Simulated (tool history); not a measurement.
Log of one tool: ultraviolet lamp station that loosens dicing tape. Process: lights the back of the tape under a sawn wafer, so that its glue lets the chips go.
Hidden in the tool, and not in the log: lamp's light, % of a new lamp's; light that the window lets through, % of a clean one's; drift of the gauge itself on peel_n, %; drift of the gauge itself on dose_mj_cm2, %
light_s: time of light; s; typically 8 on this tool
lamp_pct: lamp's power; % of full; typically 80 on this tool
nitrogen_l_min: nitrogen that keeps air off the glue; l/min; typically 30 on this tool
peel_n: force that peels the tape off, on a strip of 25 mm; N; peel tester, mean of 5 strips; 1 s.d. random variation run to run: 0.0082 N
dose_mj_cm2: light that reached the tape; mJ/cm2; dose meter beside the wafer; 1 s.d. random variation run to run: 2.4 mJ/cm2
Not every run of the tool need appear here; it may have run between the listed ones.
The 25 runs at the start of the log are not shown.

run	day	light_s	lamp_pct	nitrogen_l_min	hours of work of the lamp	hours of work since the window was cleaned	peel_n	dose_mj_cm2
26	21.596	7	89	17	337	89	0.773	233
27	22.421	8	83	30	348	100	0.443	243
28	22.992	8	83	30	356	107	0.451	244
29	23.825	9	76	12	367	118	0.867	248
30	24.442	9	76	12	375	126	0.843	243
31	25.088	9	76	12	383	135	0.882	243
32	26.204	9	77	17	398	149	0.683	246
33	26.692	9	80	30	404	156	0.390	251
34	27.517	9	80	30	415	167	0.410	250

Here are 3 independent what-if runs from the current tool condition. What would each one return?
A	28.225	8	80	59	425	176	?	?
B	28.225	10	80	21	425	176	?	?
C	28.225	8	80	30	425	176	?	?

run	peel_n	dose_mj_cm2
A	0.371	223
B	0.427	276
C	0.557	221
With the hidden condition removed and each run's random variation left untouched, the same runs would have given:
run	peel_n	dose_mj_cm2
A	0.225	275
B	0.248	342
C	0.321	273

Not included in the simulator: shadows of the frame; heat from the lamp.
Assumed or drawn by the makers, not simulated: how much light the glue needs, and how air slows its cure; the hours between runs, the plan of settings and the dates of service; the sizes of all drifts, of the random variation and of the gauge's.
